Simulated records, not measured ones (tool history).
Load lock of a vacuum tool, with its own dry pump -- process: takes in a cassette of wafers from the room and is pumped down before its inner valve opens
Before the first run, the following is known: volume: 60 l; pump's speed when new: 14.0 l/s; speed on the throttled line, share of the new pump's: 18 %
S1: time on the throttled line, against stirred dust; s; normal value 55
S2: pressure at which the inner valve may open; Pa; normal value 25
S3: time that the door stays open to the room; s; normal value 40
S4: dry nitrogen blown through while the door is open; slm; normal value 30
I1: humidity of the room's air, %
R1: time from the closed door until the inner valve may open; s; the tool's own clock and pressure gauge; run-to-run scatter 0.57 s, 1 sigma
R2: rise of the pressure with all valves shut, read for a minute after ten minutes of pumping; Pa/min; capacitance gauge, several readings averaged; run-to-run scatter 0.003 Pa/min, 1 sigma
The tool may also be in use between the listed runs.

Run 1, hour 0.0: usual settings; I1 46.5. Result: R1 84.4 s, R2 0.096 Pa/min.
Run 2, hour 241.2: usual settings but S3 66 s; I1 43.3. Result: R1 83.7 s, R2 0.094 Pa/min.
Run 3, hour 447.8: usual settings but S1 34 s, S3 66 s; I1 44.0. Result: R1 67.2 s, R2 0.102 Pa/min.
Run 4, hour 642.5: usual settings but S4 16 slm; I1 43.6. Result: R1 84.1 s, R2 0.100 Pa/min.
Run 5, hour 886.8: usual settings but S4 16 slm; I1 43.4. Result: R1 85.5 s, R2 0.101 Pa/min.
Run 6, hour 1059.4: usual settings but S4 16 slm; I1 45.0. Result: R1 85.8 s, R2 0.110 Pa/min.
Run 7, hour 1283.4: usual settings; I1 46.8. Result: R1 85.4 s, R2 0.104 Pa/min.
Run 8, hour 1467.6: usual settings; I1 42.2. Result: R1 84.5 s, R2 0.093 Pa/min.
Run 9, hour 1602.2: usual settings; I1 44.6. Result: R1 84.8 s, R2 0.097 Pa/min.
Run 10, hour 1719.8: usual settings but S4 16 slm; I1 45.6. Result: R1 85.6 s, R2 0.108 Pa/min.
Run 11, hour 1970.8: usual settings but S3 27 s, S4 16 slm; I1 45.6. Result: R1 84.7 s, R2 0.102 Pa/min.
Run 12, hour 2201.7: usual settings; I1 46.0. Result: R1 84.7 s, R2 0.096 Pa/min.
Run 13, hour 2334.3: usual settings but S3 33 s; I1 44.5. Result: R1 85.2 s, R2 0.106 Pa/min.
Run 14, hour 2439.9: usual settings but S3 60 s; I1 44.3. Result: R1 85.5 s, R2 0.108 Pa/min.
Run 15, hour 2658.2: usual settings but S3 60 s; I1 46.6. Result: R1 85.6 s, R2 0.110 Pa/min.
Run 16, hour 2893.5: usual settings but S3 60 s; I1 46.5. Result: R1 87.1 s, R2 0.111 Pa/min.
Run 17, hour 3145.9: usual settings but S3 60 s; I1 44.8. Result: R1 85.2 s, R2 0.117 Pa/min.
Run 18, hour 3280.3: usual settings; I1 49.1. Result: R1 85.4 s, R2 0.113 Pa/min.
Run 19, hour 3458.8: usual settings but S1 46 s; I1 45.0. Result: R1 78.4 s, R2 0.107 Pa/min.
Run 20, hour 3629.0: usual settings but S1 104 s, S3 121 s; I1 44.8. Result: R1 125.6 s, R2 0.124 Pa/min.
Run 21, hour 3757.2: usual settings but S1 104 s, S3 121 s; I1 44.7. Result: R1 123.2 s, R2 0.126 Pa/min.
Run 22, hour 3877.1: usual settings but S1 104 s, S3 121 s; I1 45.0. Result: R1 123.8 s, R2 0.122 Pa/min.
Run 23, hour 4073.9: usual settings but S1 104 s, S3 121 s; I1 46.0. Result: R1 124.1 s, R2 0.122 Pa/min.
Run 24, hour 4318.9: usual settings but S1 109 s, S2 45 Pa, S3 48 s, S4 7 slm; I1 44.4. Result: R1 125.7 s, R2 0.130 Pa/min.
Run 25, hour 4494.3: usual settings but S2 22 Pa; I1 45.2. Result: R1 87.6 s, R2 0.115 Pa/min.
Run 26, hour 4612.8: usual settings but S1 84 s, S4 7 slm; I1 42.2. Result: R1 109.6 s, R2 0.131 Pa/min.
Run 27, hour 4722.9: usual settings but S4 32 slm; I1 45.2. Result: R1 88.0 s, R2 0.115 Pa/min.
Run 28, hour 4912.3: usual settings but S1 35 s, S2 34 Pa, S3 114 s, S4 33 slm; I1 45.8. Result: R1 69.3 s, R2 0.131 Pa/min.
Run 29, hour 5113.4: usual settings but S1 35 s, S2 34 Pa, S3 114 s, S4 33 slm; I1 47.7. Result: R1 69.3 s, R2 0.133 Pa/min.
Run 30, hour 5338.9: usual settings but S3 30 s; I1 43.5. Result: R1 87.2 s, R2 0.116 Pa/min.
Run 31, hour 5486.6: usual settings but S3 30 s; I1 46.7. Result: R1 87.5 s, R2 0.117 Pa/min.
Run 32, hour 5627.2: usual settings but S3 30 s; I1 43.4. Result: R1 86.5 s, R2 0.115 Pa/min.
Run 33, hour 5748.3: usual settings but S3 117 s, S4 7 slm; I1 48.2. Result: R1 87.4 s, R2 0.175 Pa/min.
Run 34, hour 5982.2: usual settings but S1 38 s, S3 105 s, S4 6 slm; I1 44.4. Result: R1 73.3 s, R2 0.155 Pa/min.
Run 35, hour 6209.5: usual settings but S1 52 s, S2 43 Pa; I1 41.4. Result: R1 82.3 s, R2 0.123 Pa/min.
Run 36, hour 6316.0: usual settings but S1 109 s, S3 93 s, S4 39 slm; I1 43.3. Result: R1 129.9 s, R2 0.123 Pa/min.
Run 37, hour 6427.9: usual settings but S1 88 s; I1 47.0. Result: R1 113.2 s, R2 0.127 Pa/min.
Run 38, hour 6611.2: usual settings but S1 58 s, S2 24 Pa, S4 11 slm; I1 41.2. Result: R1 90.6 s, R2 0.135 Pa/min.

Hidden state or all else? Some run-to-run changes of R1, split into what the settings, what came in and random variation would give without the hidden state, and what is left for the hidden state (with any gauge scatter that isn't in both results):
Hidden conditions of the tool in this case: pump's speed, % of a new pump's; leak at the door's seal, Pa l/s; drift of the gauge itself on ready_s, %; drift of the gauge itself on rise_pa_min, %.
Run 19 -> 20: S1 46 -> 104, S3 40 -> 121. R1 +47.2 s: hidden state -2.0, all else +49.2.
Run 24 -> 25: S1 109 -> 55, S2 45 -> 22, S3 48 -> 40, S4 7 -> 30. R1 -38.1 s: hidden state +3.1, all else -41.2.
Run 35 -> 36: S1 52 -> 109, S2 43 -> 25, S3 40 -> 93, S4 30 -> 39. R1 +47.6 s: hidden state -2.1, all else +49.7.
